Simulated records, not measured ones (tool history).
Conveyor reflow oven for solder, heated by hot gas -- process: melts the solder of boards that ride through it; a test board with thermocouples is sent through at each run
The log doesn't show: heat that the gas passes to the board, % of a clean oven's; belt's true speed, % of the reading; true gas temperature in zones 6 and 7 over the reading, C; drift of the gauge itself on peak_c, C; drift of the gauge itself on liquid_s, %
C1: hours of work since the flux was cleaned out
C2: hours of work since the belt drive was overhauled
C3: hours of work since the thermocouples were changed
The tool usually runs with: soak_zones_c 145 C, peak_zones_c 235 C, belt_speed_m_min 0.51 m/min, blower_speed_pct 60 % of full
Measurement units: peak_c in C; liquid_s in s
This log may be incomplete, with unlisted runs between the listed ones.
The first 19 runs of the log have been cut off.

{"run": 20, "hour": 135.7, "soak_zones_c": 132, "peak_zones_c": 241, "belt_speed_m_min": 0.495, "blower_speed_pct": 52, "C1": 16, "C2": 92, "C3": 103, "peak_c": 214, "liquid_s": 56.5}
{"run": 21, "hour": 144.4, "soak_zones_c": 151, "peak_zones_c": 235, "belt_speed_m_min": 0.51, "blower_speed_pct": 71, "C1": 20, "C2": 95, "C3": 107, "peak_c": 219.8, "liquid_s": 68.8}
{"hour": 151.1, "done": "flux residue cleaned out of gas plates and filters, once more"}
{"run": 22, "hour": 157.5, "soak_zones_c": 151, "peak_zones_c": 249, "belt_speed_m_min": 0.532, "blower_speed_pct": 80, "C1": 3, "C2": 99, "C3": 110, "peak_c": 234, "liquid_s": 75}
{"run": 23, "hour": 167.0, "soak_zones_c": 144, "peak_zones_c": 249, "belt_speed_m_min": 0.593, "blower_speed_pct": 80, "C1": 7, "C2": 103, "C3": 114, "peak_c": 229, "liquid_s": 60.5}
{"run": 24, "hour": 172.8, "soak_zones_c": 145, "peak_zones_c": 231, "belt_speed_m_min": 0.493, "blower_speed_pct": 73, "C1": 9, "C2": 105, "C3": 117, "peak_c": 217.9, "liquid_s": 67.8}
{"run": 25, "hour": 178.9, "soak_zones_c": 145, "peak_zones_c": 231, "belt_speed_m_min": 0.493, "blower_speed_pct": 73, "C1": 12, "C2": 108, "C3": 119, "peak_c": 218.3, "liquid_s": 67}
{"run": 26, "hour": 187.2, "soak_zones_c": 145, "peak_zones_c": 231, "belt_speed_m_min": 0.493, "blower_speed_pct": 73, "C1": 15, "C2": 111, "C3": 123, "peak_c": 217.3, "liquid_s": 67.2}
{"run": 27, "hour": 194.4, "soak_zones_c": 139, "peak_zones_c": 240, "belt_speed_m_min": 0.493, "blower_speed_pct": 89, "C1": 18, "C2": 114, "C3": 126, "peak_c": 228.3, "liquid_s": 73.2}
{"run": 28, "hour": 201.3, "soak_zones_c": 139, "peak_zones_c": 240, "belt_speed_m_min": 0.493, "blower_speed_pct": 89, "C1": 21, "C2": 117, "C3": 129, "peak_c": 227.9, "liquid_s": 72.4}
{"run": 29, "hour": 206.4, "soak_zones_c": 143, "peak_zones_c": 235, "belt_speed_m_min": 0.51, "blower_speed_pct": 60, "C1": 23, "C2": 120, "C3": 131, "peak_c": 215.2, "liquid_s": 61.7}
{"run": 30, "hour": 211.2, "soak_zones_c": 143, "peak_zones_c": 235, "belt_speed_m_min": 0.51, "blower_speed_pct": 60, "C1": 25, "C2": 122, "C3": 133, "peak_c": 216.1, "liquid_s": 62.2}

Below are 5 alternative next runs, each starting from the tool's condition after run 30. Predict each:
{"run": "A", "hour": 218.8, "soak_zones_c": 143, "peak_zones_c": 235, "belt_speed_m_min": 0.51, "blower_speed_pct": 60, "C1": 29, "C2": 125, "C3": 136, "peak_c": "?", "liquid_s": "?"}
{"run": "B", "hour": 218.8, "soak_zones_c": 152, "peak_zones_c": 235, "belt_speed_m_min": 0.51, "blower_speed_pct": 76, "C1": 29, "C2": 125, "C3": 136, "peak_c": "?", "liquid_s": "?"}
{"run": "C", "hour": 218.8, "soak_zones_c": 145, "peak_zones_c": 235, "belt_speed_m_min": 0.51, "blower_speed_pct": 83, "C1": 29, "C2": 125, "C3": 136, "peak_c": "?", "liquid_s": "?"}
{"run": "D", "hour": 218.8, "soak_zones_c": 145, "peak_zones_c": 235, "belt_speed_m_min": 0.528, "blower_speed_pct": 60, "C1": 29, "C2": 125, "C3": 136, "peak_c": "?", "liquid_s": "?"}
{"run": "E", "hour": 218.8, "soak_zones_c": 131, "peak_zones_c": 235, "belt_speed_m_min": 0.51, "blower_speed_pct": 60, "C1": 29, "C2": 125, "C3": 136, "peak_c": "?", "liquid_s": "?"}

run=A peak_c=215.9 liquid_s=61.5
run=B peak_c=223.5 liquid_s=72.6
run=C peak_c=223.7 liquid_s=68
run=D peak_c=215.4 liquid_s=59.8
run=E peak_c=212.3 liquid_s=53.8
With the hidden condition removed and each run's random variation left untouched, the same runs would have given:
run=A peak_c=215.8 liquid_s=61.2
run=B peak_c=223.4 liquid_s=72.3
run=C peak_c=223.6 liquid_s=67.7
run=D peak_c=215.3 liquid_s=59.5
run=E peak_c=212.2 liquid_s=53.6
